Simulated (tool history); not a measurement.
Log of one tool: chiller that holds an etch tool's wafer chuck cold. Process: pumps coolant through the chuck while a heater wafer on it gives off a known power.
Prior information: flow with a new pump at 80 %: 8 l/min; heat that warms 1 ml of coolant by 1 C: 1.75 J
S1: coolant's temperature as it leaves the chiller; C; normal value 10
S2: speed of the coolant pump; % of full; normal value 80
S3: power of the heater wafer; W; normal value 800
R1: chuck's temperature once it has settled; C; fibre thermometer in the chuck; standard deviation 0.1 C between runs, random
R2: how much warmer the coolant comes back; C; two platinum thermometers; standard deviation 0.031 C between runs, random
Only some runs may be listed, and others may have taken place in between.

| run | hour | S1 | S2 | S3 | R1 | R2 |
|---|---|---|---|---|---|---|
| 1 | 0 | 10 | 80 | 800 | 18.3 | 3.76 |
| 2 | 100.4 | 10 | 80 | 800 | 18.3 | 3.73 |
|  | 125.2 | coolant changed, channels flushed |
| 3 | 198.8 | 10 | 80 | 800 | 17.1 | 3.67 |
| 4 | 331.9 | 10 | 80 | 839 | 17.6 | 3.89 |
| 5 | 452.4 | 10 | 68 | 800 | 18.1 | 4.43 |
| 6 | 521 | 10 | 68 | 800 | 18 | 4.39 |
| 7 | 580.5 | 10 | 68 | 430 | 14.4 | 2.39 |
| 8 | 700.3 | 10 | 68 | 430 | 14.3 | 2.39 |
| 9 | 804.8 | 10 | 81 | 430 | 14 | 1.98 |
| 10 | 923.1 | 10 | 81 | 430 | 14 | 1.98 |
| 11 | 980.8 | 10 | 81 | 430 | 14.1 | 1.99 |
| 12 | 1066.1 | 10 | 80 | 800 | 17.3 | 3.79 |
| 13 | 1190.1 | 10 | 80 | 800 | 17.5 | 3.76 |
| 14 | 1254.2 | 10 | 80 | 800 | 17.5 | 3.74 |
| 15 | 1339.9 | 10 | 80 | 800 | 17.5 | 3.77 |
| 16 | 1424.1 | 10 | 80 | 800 | 17.7 | 3.75 |
| 17 | 1551.3 | 10 | 80 | 1196 | 21.3 | 5.69 |
| 18 | 1624 | 10 | 80 | 800 | 17.7 | 3.8 |
|  | 1635.6 | chiller's thermometer calibrated |
| 19 | 1757.9 | 5 | 86 | 778 | 12.2 | 3.46 |
| 20 | 1855.8 | 10 | 82 | 958 | 19.1 | 4.47 |
| 21 | 1916.3 | 10 | 82 | 958 | 19.2 | 4.44 |
| 22 | 2018.2 | 10 | 82 | 958 | 19.2 | 4.42 |
| 23 | 2095.5 | 10 | 87 | 800 | 17.7 | 3.49 |
| 24 | 2191.6 | 10 | 87 | 800 | 17.6 | 3.51 |
|  | 2229.8 | chiller's thermometer calibrated, once more |
| 25 | 2300.7 | 10 | 87 | 800 | 17.2 | 3.49 |
| 26 | 2420.6 | 10 | 87 | 800 | 17.3 | 3.51 |
|  | 2437.6 | coolant pump overhauled |
| 27 | 2527.4 | 10 | 87 | 800 | 16.7 | 3.16 |
| 28 | 2642.1 | 3 | 87 | 800 | 9.8 | 3.15 |
| 29 | 2768.9 | 3 | 87 | 800 | 9.9 | 3.17 |
| 30 | 2901.5 | 7 | 92 | 806 | 13.7 | 3.03 |
| 31 | 3010.2 | 9 | 92 | 540 | 13.5 | 1.99 |
| 32 | 3085.4 | 10 | 90 | 695 | 15.9 | 2.63 |
| 33 | 3219 | 10 | 80 | 800 | 17.4 | 3.49 |

Run by run, hidden condition taken away, random variation retained:
Hidden state present: heat passed by the chuck's channels, % of clean ones'; flow at a given pump speed, % of a new pump's; coolant's true temperature over the reading, C; drift of the gauge itself on chuck_c, C; drift of the gauge itself on warmer_back_c, C.
| run | R1 | R2 |
|---|---|---|
| 1 | 16.8 | 3.49 |
| 2 | 16.7 | 3.46 |
| 3 | 16.7 | 3.39 |
| 4 | 17 | 3.59 |
| 5 | 17.5 | 4.08 |
| 6 | 17.4 | 4.04 |
| 7 | 14 | 2.2 |
| 8 | 13.8 | 2.19 |
| 9 | 13.6 | 1.82 |
| 10 | 13.6 | 1.81 |
| 11 | 13.6 | 1.81 |
| 12 | 16.6 | 3.46 |
| 13 | 16.7 | 3.42 |
| 14 | 16.7 | 3.4 |
| 15 | 16.7 | 3.43 |
| 16 | 16.9 | 3.41 |
| 17 | 20.1 | 5.16 |
| 18 | 16.8 | 3.44 |
| 19 | 11.2 | 3.12 |
| 20 | 17.8 | 4.04 |
| 21 | 18 | 4 |
| 22 | 17.9 | 3.97 |
| 23 | 16.5 | 3.13 |
| 24 | 16.4 | 3.15 |
| 25 | 16.4 | 3.13 |
| 26 | 16.5 | 3.14 |
| 27 | 16.3 | 3.16 |
| 28 | 9.4 | 3.14 |
| 29 | 9.4 | 3.16 |
| 30 | 13.2 | 3.02 |
| 31 | 13.1 | 1.97 |
| 32 | 15.4 | 2.61 |
| 33 | 16.8 | 3.46 |

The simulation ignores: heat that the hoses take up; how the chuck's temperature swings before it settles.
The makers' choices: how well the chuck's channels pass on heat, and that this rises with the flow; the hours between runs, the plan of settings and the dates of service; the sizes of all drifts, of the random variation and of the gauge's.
